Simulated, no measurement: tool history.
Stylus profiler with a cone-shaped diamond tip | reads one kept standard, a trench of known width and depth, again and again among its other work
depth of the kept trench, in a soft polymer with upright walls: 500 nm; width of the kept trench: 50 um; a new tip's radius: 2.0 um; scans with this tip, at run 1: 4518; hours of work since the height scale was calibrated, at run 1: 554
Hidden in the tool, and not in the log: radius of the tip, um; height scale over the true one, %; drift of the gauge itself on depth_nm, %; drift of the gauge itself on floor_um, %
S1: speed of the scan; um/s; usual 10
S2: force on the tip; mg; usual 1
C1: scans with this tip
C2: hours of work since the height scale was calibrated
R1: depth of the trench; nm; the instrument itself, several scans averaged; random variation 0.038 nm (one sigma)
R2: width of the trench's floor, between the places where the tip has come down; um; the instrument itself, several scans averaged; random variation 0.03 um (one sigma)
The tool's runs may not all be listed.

run	hour	S1	S2	C1	C2	R1	R2
1	0	10	1	4518	554	503.09	47.04
2	47.7	10	1	4740	582	503.17	47.13
3	87.4	10	1	4924	604	503.2	47.13
4	137.5	10	1	5156	633	503.13	47.05
5	196.6	10	0.97	5431	666	503.14	46.99
6	247.2	10	0.97	5665	695	503.14	47.03
7	291.5	10	2.23	5871	720	505.19	46.97
8	345	10	2.23	6119	751	505.24	47.01
9	384.6	10	1	6303	773	503.3	46.98
10	409.4	10	1	6418	787	503.28	47.05
11	437.1	10	0.94	6546	803	503.32	46.99
12	470	10	1	6699	822	503.33	46.95
13	501.2	10	1	6844	840	503.29	46.94
14	550.8	10	1	7074	868	503.39	47.06
15	585.5	10	2.98	7235	888	506.21	46.95
16	636.8	10	2.98	7473	917	506.23	46.93
17	677.6	10	2.98	7662	940	506.29	46.93
18	705.6	26	1	7792	956	503.38	46.81
19	763.3	26	1	8060	989	503.43	46.8
20	793.1	26	1	8198	1006	503.38	46.78
21	821.4	26	1	8329	1022	503.43	46.82
22	848.1	4	0.47	8453	1037	502.42	46.92
23	901.2	22	0.47	8700	1067	502.41	46.82
24	956.5	10	0.57	8956	1099	502.69	46.82
25	988.5	10	0.57	9105	1117	502.66	46.84
26	1042.2	10	0.57	9353	1148	502.67	46.79
27	1095.1	12	0.6	9599	1178	502.73	46.76
# hour 1115.6: height scale calibrated on a step standard
28	1129.7	12	0.6	9757	8	501.72	46.77
29	1161	3	1	9902	26	502.41	46.86
30	1215.5	3	1	10155	57	502.47	46.85
31	1259	10	0.79	10357	82	502.11	46.73
32	1283.9	22	0.49	10473	96	501.59	46.65
33	1315.1	4	2.24	10617	114	504.45	46.81
34	1375.5	4	2.24	10898	148	504.54	46.79
35	1434.7	4	2.24	11172	182	504.5	46.74
36	1459.5	6	2.71	11287	196	505.13	46.75
37	1486.1	6	2.71	11411	211	505.16	46.76
38	1532.4	39	2.24	11626	237	504.55	46.62
39	1577.4	5	1.2	11834	263	502.99	46.72
40	1616.9	6	1.73	12018	285	503.78	46.68
41	1656.5	5	2.39	12202	308	504.8	46.66

Forecast each of these 4 alternatives for the next run:
A	1688.6	10	0.9	12350	326	?	?
B	1688.6	4	1.76	12350	326	?	?
C	1688.6	20	0.95	12350	326	?	?
D	1688.6	8	0.64	12350	326	?	?

run	R1	R2
A	502.48	46.68
B	503.87	46.66
C	502.66	46.65
D	502.04	46.65
Without the tool's hidden state the same runs would have given:
run	R1	R2
A	502.46	47.32
B	503.86	47.31
C	502.65	47.3
D	502.03	47.3

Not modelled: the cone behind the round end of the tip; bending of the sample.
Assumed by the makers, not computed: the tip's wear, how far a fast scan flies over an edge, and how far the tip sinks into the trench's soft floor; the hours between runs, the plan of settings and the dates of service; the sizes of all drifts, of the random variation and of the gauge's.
